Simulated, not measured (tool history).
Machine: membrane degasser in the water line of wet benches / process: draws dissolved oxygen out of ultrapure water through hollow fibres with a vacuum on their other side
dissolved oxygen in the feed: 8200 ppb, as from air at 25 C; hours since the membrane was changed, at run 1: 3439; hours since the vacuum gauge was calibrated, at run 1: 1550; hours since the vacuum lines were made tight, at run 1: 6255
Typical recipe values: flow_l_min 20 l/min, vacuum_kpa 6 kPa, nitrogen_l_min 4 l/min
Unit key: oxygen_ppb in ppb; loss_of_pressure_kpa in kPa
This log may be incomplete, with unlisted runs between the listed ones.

run     day  flow_l_min  vacuum_kpa  nitrogen_l_min  hours since the membrane was changed  hours since the vacuum gauge was calibrated  hours since the vacuum lines were made tight  oxygen_ppb  loss_of_pressure_kpa
  1       0          20           6               4                                  3439                                         1550                                          6255        38.7                 69.81
  2   3.433          24           6               4                                  3521                                         1632                                          6338          48                 84.16
  3   6.692          20           6               4                                  3599                                         1710                                          6416        39.1                 70.37
  4  10.538          20       11.74               4                                  3692                                         1803                                          6508       110.6                 70.13
  5  13.862          20       11.74               4                                  3772                                         1883                                          6588       111.4                 70.35
       14.3  -- vacuum gauge calibrated
  6  16.625          20           6               4                                  3837                                           56                                          6654        39.1                 70.25
  7  22.729          20           6               4                                  3984                                          202                                          6800        39.1                 70.98
  8  25.579          20           6               4                                  4052                                          271                                          6869        39.2                 70.72
  9  31.842          15           6               4                                  4203                                          421                                          7019        28.9                 53.35
 10  35.683          13       11.54               4                                  4295                                          513                                          7111        72.3                 46.04
     37.842  -- seals of the vacuum lines changed
 11  42.325          12       11.54               4                                  4452                                          671                                           108        61.6                 42.32
 12  45.083          12       11.54               4                                  4518                                          737                                           174        63.2                 42.36
 13  50.392          27        3.94               4                                  4646                                          864                                           301        23.6                 95.56
     52.683  -- vacuum gauge calibrated, once more
 14  54.033          15        8.09            2.13                                  4733                                           32                                           388        82.5                 53.24
 15  58.742          17        6.92            2.21                                  4846                                          145                                           501        68.9                 60.15
 16  62.125          16           6               4                                  4927                                          227                                           582        28.7                 56.79
 17  65.496          20           6            4.87                                  5008                                          307                                           663        31.7                 70.82

5 ways to go on from here, each from the tool as it stands after run 17. What would each give?
  A  70.421          14        7.17            4.24                                  5126                                          426                                           781           ?                     ?
  B  70.421          27        4.65            6.61                                  5126                                          426                                           781           ?                     ?
  C  70.421          16        7.16            4.87                                  5126                                          426                                           781           ?                     ?
  D  70.421          20         8.4            3.52                                  5126                                          426                                           781           ?                     ?
  E  70.421          17         5.9               4                                  5126                                          426                                           781           ?                     ?

run  oxygen_ppb  loss_of_pressure_kpa
  A        32.9                  49.5
  B        24.6                 95.63
  C          34                 56.62
  D        75.2                 70.74
  E        29.7                 59.89
What these runs would have given with no unlogged condition in the tool:
run  oxygen_ppb  loss_of_pressure_kpa
  A        32.6                 47.68
  B        22.3                 92.12
  C        33.5                 54.54
  D        74.3                 68.14
  E        29.3                 57.68
